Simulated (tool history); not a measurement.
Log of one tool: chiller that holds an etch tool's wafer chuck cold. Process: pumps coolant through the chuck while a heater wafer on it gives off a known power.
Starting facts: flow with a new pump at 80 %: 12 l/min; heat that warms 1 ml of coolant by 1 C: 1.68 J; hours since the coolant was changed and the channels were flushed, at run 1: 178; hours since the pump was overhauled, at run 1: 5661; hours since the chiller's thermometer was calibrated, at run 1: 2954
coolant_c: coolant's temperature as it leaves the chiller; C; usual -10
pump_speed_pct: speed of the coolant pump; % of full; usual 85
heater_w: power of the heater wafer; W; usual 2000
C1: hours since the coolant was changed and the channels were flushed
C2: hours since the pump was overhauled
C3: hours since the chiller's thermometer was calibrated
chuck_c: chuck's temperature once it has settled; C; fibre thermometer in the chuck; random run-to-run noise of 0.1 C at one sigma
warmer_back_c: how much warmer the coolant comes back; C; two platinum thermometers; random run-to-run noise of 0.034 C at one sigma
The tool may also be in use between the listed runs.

Run 1, hour 0: usual settings; C1 178; C2 5661; C3 2954. Result: chuck_c 2 C, warmer_back_c 5.65 C.
Run 2, hour 91.4: usual settings; C1 270; C2 5753; C3 3045. Result: chuck_c 1.9 C, warmer_back_c 5.54 C.
Run 3, hour 254.2: usual settings but pump_speed_pct 89 % of full; C1 433; C2 5915; C3 3208. Result: chuck_c 1.8 C, warmer_back_c 5.39 C.
Run 4, hour 430.5: usual settings but pump_speed_pct 82 % of full; C1 609; C2 6092; C3 3384. Result: chuck_c 2.4 C, warmer_back_c 5.83 C.
Run 5, hour 553.2: usual settings but pump_speed_pct 82 % of full; C1 732; C2 6214; C3 3507. Result: chuck_c 2.6 C, warmer_back_c 5.85 C.
Run 6, hour 724.5: usual settings but pump_speed_pct 82 % of full; C1 903; C2 6386; C3 3678. Result: chuck_c 2.6 C, warmer_back_c 5.84 C.
Run 7, hour 820.8: usual settings but pump_speed_pct 82 % of full; C1 999; C2 6482; C3 3775. Result: chuck_c 2.5 C, warmer_back_c 5.96 C.
Run 8, hour 947.1: usual settings but pump_speed_pct 82 % of full; C1 1126; C2 6608; C3 3901. Result: chuck_c 2.3 C, warmer_back_c 5.9 C.
Run 9, hour 1060.5: usual settings but coolant_c -19 C; C1 1239; C2 6722; C3 4014. Result: chuck_c -6.7 C, warmer_back_c 5.74 C.
Run 10, hour 1150.6: usual settings; C1 1329; C2 6812; C3 4104. Result: chuck_c 2.2 C, warmer_back_c 5.74 C.
Run 11, hour 1276.6: usual settings; C1 1455; C2 6938; C3 4230. Result: chuck_c 2.2 C, warmer_back_c 5.81 C.
Run 12, hour 1424.9: usual settings; C1 1603; C2 7086; C3 4379. Result: chuck_c 2.2 C, warmer_back_c 5.75 C.
Run 13, hour 1598.9: usual settings; C1 1777; C2 7260; C3 4553. Result: chuck_c 2.1 C, warmer_back_c 5.83 C.
Run 14, hour 1769.8: usual settings but coolant_c -12 C; C1 1948; C2 7431; C3 4724. Result: chuck_c 0.1 C, warmer_back_c 5.8 C.
Run 15, hour 1872.7: usual settings but coolant_c -12 C; C1 2051; C2 7534; C3 4826. Result: chuck_c 0.1 C, warmer_back_c 5.82 C.
At hour 1906.2: chiller's thermometer calibrated.
Run 16, hour 2026.2: usual settings but pump_speed_pct 95 % of full; C1 2204; C2 7686; C3 120. Result: chuck_c 1.3 C, warmer_back_c 5.17 C.
Run 17, hour 2189.6: usual settings but coolant_c -6 C, pump_speed_pct 64 % of full, heater_w 2116 W; C1 2367; C2 7850; C3 283. Result: chuck_c 10 C, warmer_back_c 8.31 C.
Run 18, hour 2307.7: usual settings but coolant_c -6 C, pump_speed_pct 64 % of full, heater_w 2116 W; C1 2485; C2 7968; C3 401. Result: chuck_c 10.1 C, warmer_back_c 8.28 C.
Run 19, hour 2411.6: usual settings but pump_speed_pct 64 % of full, heater_w 2116 W; C1 2589; C2 8072; C3 505. Result: chuck_c 6 C, warmer_back_c 8.33 C.
Run 20, hour 2503.3: usual settings but pump_speed_pct 64 % of full, heater_w 2116 W; C1 2681; C2 8163; C3 597. Result: chuck_c 6.1 C, warmer_back_c 8.35 C.
Run 21, hour 2581.9: usual settings but pump_speed_pct 64 % of full, heater_w 2116 W; C1 2759; C2 8242; C3 676. Result: chuck_c 5.9 C, warmer_back_c 8.29 C.
At hour 2698.3: gauge calibrated.
Run 22, hour 2735.5: usual settings but pump_speed_pct 64 % of full, heater_w 2116 W; C1 2913; C2 8396; C3 829. Result: chuck_c 6 C, warmer_back_c 8.05 C.
Run 23, hour 2843.9: usual settings but pump_speed_pct 74 % of full; C1 3021; C2 8504; C3 938. Result: chuck_c 3.4 C, warmer_back_c 6.48 C.
Run 24, hour 2973: usual settings but pump_speed_pct 74 % of full; C1 3150; C2 8633; C3 1067. Result: chuck_c 3.3 C, warmer_back_c 6.43 C.
Run 25, hour 3115.9: usual settings but coolant_c -1 C, heater_w 1812 W; C1 3293; C2 8776; C3 1210. Result: chuck_c 10 C, warmer_back_c 5.14 C.
Run 26, hour 3298.4: usual settings but coolant_c -1 C, heater_w 1673 W; C1 3476; C2 8959; C3 1392. Result: chuck_c 9.3 C, warmer_back_c 4.7 C.
Run 27, hour 3460.5: usual settings but coolant_c -8 C, pump_speed_pct 76 % of full, heater_w 2025 W; C1 3638; C2 9121; C3 1554. Result: chuck_c 5.6 C, warmer_back_c 6.45 C.
Run 28, hour 3580.6: usual settings but heater_w 2231 W; C1 3758; C2 9241; C3 1674. Result: chuck_c 3.6 C, warmer_back_c 6.33 C.
Run 29, hour 3668.4: usual settings but coolant_c -1 C, pump_speed_pct 61 % of full, heater_w 1480 W; C1 3846; C2 9329; C3 1762. Result: chuck_c 10.6 C, warmer_back_c 6.03 C.
Run 30, hour 3807: usual settings but coolant_c -1 C, pump_speed_pct 61 % of full, heater_w 1480 W; C1 3984; C2 9467; C3 1901. Result: chuck_c 10.7 C, warmer_back_c 6.04 C.
Run 31, hour 3961.3: usual settings but coolant_c -9 C, pump_speed_pct 70 % of full, heater_w 1480 W; C1 4139; C2 9622; C3 2055. Result: chuck_c 1.5 C, warmer_back_c 5.24 C.
Run 32, hour 4140.2: usual settings but coolant_c -9 C, pump_speed_pct 70 % of full, heater_w 1480 W; C1 4318; C2 9800; C3 2234. Result: chuck_c 1.4 C, warmer_back_c 5.35 C.

Consider 4 possible next runs. They are alternatives, not a sequence: every one starts from the tool as it was left by run 32. What does each give?
Run A, hour 4238.5: usual settings but coolant_c -1 C; C1 4416; C2 9899; C3 2332. Result: chuck_c ?, warmer_back_c ?.
Run B, hour 4238.5: usual settings but coolant_c -3 C, pump_speed_pct 80 % of full, heater_w 1117 W; C1 4416; C2 9899; C3 2332. Result: chuck_c ?, warmer_back_c ?.
Run C, hour 4238.5: usual settings but coolant_c -9 C, pump_speed_pct 71 % of full, heater_w 1480 W; C1 4416; C2 9899; C3 2332. Result: chuck_c ?, warmer_back_c ?.
Run D, hour 4238.5: usual settings but coolant_c -19 C, pump_speed_pct 70 % of full, heater_w 1657 W; C1 4416; C2 9899; C3 2332. Result: chuck_c ?, warmer_back_c ?.

run  chuck_c  warmer_back_c
  A     11.1           5.82
  B      4.1           3.57
  C      1.5           5.19
  D     -7.2            5.9
What these runs would have given with no unlogged condition in the tool:
run  chuck_c  warmer_back_c
  A     11.1           5.62
  B      4.1           3.37
  C      1.5           4.98
  D     -7.3            5.7
